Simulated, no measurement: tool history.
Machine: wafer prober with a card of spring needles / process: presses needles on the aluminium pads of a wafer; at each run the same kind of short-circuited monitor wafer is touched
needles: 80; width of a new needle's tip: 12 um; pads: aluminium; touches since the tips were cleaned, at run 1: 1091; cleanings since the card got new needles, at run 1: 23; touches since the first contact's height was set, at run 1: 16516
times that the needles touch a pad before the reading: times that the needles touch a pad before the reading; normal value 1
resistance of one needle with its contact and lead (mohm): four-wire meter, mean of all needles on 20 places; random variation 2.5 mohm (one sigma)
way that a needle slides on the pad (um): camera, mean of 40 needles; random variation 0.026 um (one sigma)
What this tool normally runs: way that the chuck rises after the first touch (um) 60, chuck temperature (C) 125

run,hour,way that the chuck rises after the first touch (um),chuck temperature (C),times that the needles touch a pad before the reading,touches since the tips were cleaned,cleanings since the card got new needles,touches since the first contact's height was set,resistance of one needle with its contact and lead (mohm),way that a needle slides on the pad (um)
1,0.0,60,125,1,1091,23,16516,309,10.78
# hour 11.7: tips cleaned on abrasive film
2,12.7,60,27,1,642,24,24011,276,10.77
# hour 24.0: tips cleaned on abrasive film
# hour 35.8: tips cleaned on abrasive film
3,42.4,60,27,1,3878,26,41439,316,10.72
# hour 48.8: tips cleaned on abrasive film
# hour 60.7: tips cleaned on abrasive film
4,60.7,60,27,1,0,28,52170,263,10.74
# hour 73.5: tips cleaned on abrasive film
5,84.7,60,125,1,6602,29,66321,361,10.68
# hour 86.7: tips cleaned on abrasive film
# hour 98.8: tips cleaned on abrasive film
6,106.3,60,81,1,4457,31,79027,331,10.73
# hour 111.2: tips cleaned on abrasive film
7,119.6,60,81,1,4975,32,86832,333,10.74
# hour 123.7: tips cleaned on abrasive film
# hour 136.6: tips cleaned on abrasive film
8,144.3,60,125,1,4603,34,101371,343,10.64
# hour 148.7: tips cleaned on abrasive film
9,160.1,60,125,1,6742,35,110640,351,10.65
# hour 161.7: tips cleaned on abrasive film
# hour 174.3: tips cleaned on abrasive film
10,174.3,60,125,1,0,37,118937,297,10.64
# hour 186.8: tips cleaned on abrasive film
11,194.1,60,125,1,4284,38,130603,340,10.63
# hour 199.3: tips cleaned on abrasive film
# hour 211.3: tips cleaned on abrasive film
12,211.3,60,125,1,0,40,140695,294,10.64
# hour 224.5: tips cleaned on abrasive film
13,228.9,60,125,1,2628,41,151059,325,10.62
# hour 236.7: tips cleaned on abrasive film
# hour 249.7: tips cleaned on abrasive film
# hour 258.9: height of the first contact set anew
14,258.9,60,78,1,5310,43,0,347,10.78
# hour 264.0: tips cleaned on abrasive film
# hour 276.7: tips cleaned on abrasive film
15,283.8,60,78,1,4209,45,14610,340,10.72
# hour 289.9: tips cleaned on abrasive film
# hour 301.8: tips cleaned on abrasive film
16,307.5,45,78,1,3411,47,28546,359,8.04
# hour 314.1: tips cleaned on abrasive film
# hour 326.7: tips cleaned on abrasive film
17,329.6,45,78,1,1713,49,41505,332,8.01
# hour 340.5: tips cleaned on abrasive film
18,344.1,45,78,1,2119,50,50052,343,8.03
# hour 353.5: tips cleaned on abrasive film
# hour 365.9: tips cleaned on abrasive film
19,365.9,68,25,2,0,52,62858,263,12.18
# hour 377.7: tips cleaned on abrasive film
20,379.3,56,125,1,932,53,70725,309,9.96
# hour 390.4: tips cleaned on abrasive film
# hour 403.3: tips cleaned on abrasive film
21,404.8,58,125,2,854,55,85689,298,10.36
# hour 415.1: tips cleaned on abrasive film
22,419.6,54,38,1,2657,56,94414,325,9.61
# hour 428.6: tips cleaned on abrasive film
# hour 441.8: tips cleaned on abrasive film
23,445.2,51,33,3,2038,58,109501,288,9.03
# hour 453.7: tips cleaned on abrasive film
24,458.4,51,33,3,2778,59,117229,287,9.00
# hour 465.5: tips cleaned on abrasive film
25,475.0,42,43,2,5640,60,127006,360,7.42
# hour 478.3: tips cleaned on abrasive film
# hour 490.2: tips cleaned on abrasive film
26,495.0,42,43,2,2842,62,138745,328,7.33
# hour 502.3: tips cleaned on abrasive film
# hour 514.5: tips cleaned on abrasive film
27,524.6,42,43,2,6015,64,156180,355,7.33
# hour 527.0: tips cleaned on abrasive film
# hour 538.7: tips cleaned on abrasive film
28,544.6,60,125,1,3486,66,167876,343,10.59
# hour 546.9: height of the first contact set anew
# hour 552.4: tips cleaned on abrasive film
# hour 564.7: tips cleaned on abrasive film
29,568.2,79,32,1,2065,68,12505,279,14.22
# hour 578.3: tips cleaned on abrasive film
30,582.3,55,33,2,2385,69,20766,290,9.85

Below are 3 alternative next runs, each starting from the tool's condition after run 30. Predict each:
# hour 592.1: tips cleaned on abrasive film
A,596.6,55,33,2,2657,70,29212,?,?
# hour 592.1: tips cleaned on abrasive film
B,596.6,58,125,1,2657,70,29212,?,?
# hour 592.1: tips cleaned on abrasive film
C,596.6,55,111,2,2657,70,29212,?,?

run,resistance of one needle with its contact and lead (mohm),way that a needle slides on the pad (um)
A,293,9.83
B,331,10.37
C,315,9.88
Without the tool's hidden state the same runs would have given:
run,resistance of one needle with its contact and lead (mohm),way that a needle slides on the pad (um)
A,259,9.86
B,287,10.41
C,284,9.91

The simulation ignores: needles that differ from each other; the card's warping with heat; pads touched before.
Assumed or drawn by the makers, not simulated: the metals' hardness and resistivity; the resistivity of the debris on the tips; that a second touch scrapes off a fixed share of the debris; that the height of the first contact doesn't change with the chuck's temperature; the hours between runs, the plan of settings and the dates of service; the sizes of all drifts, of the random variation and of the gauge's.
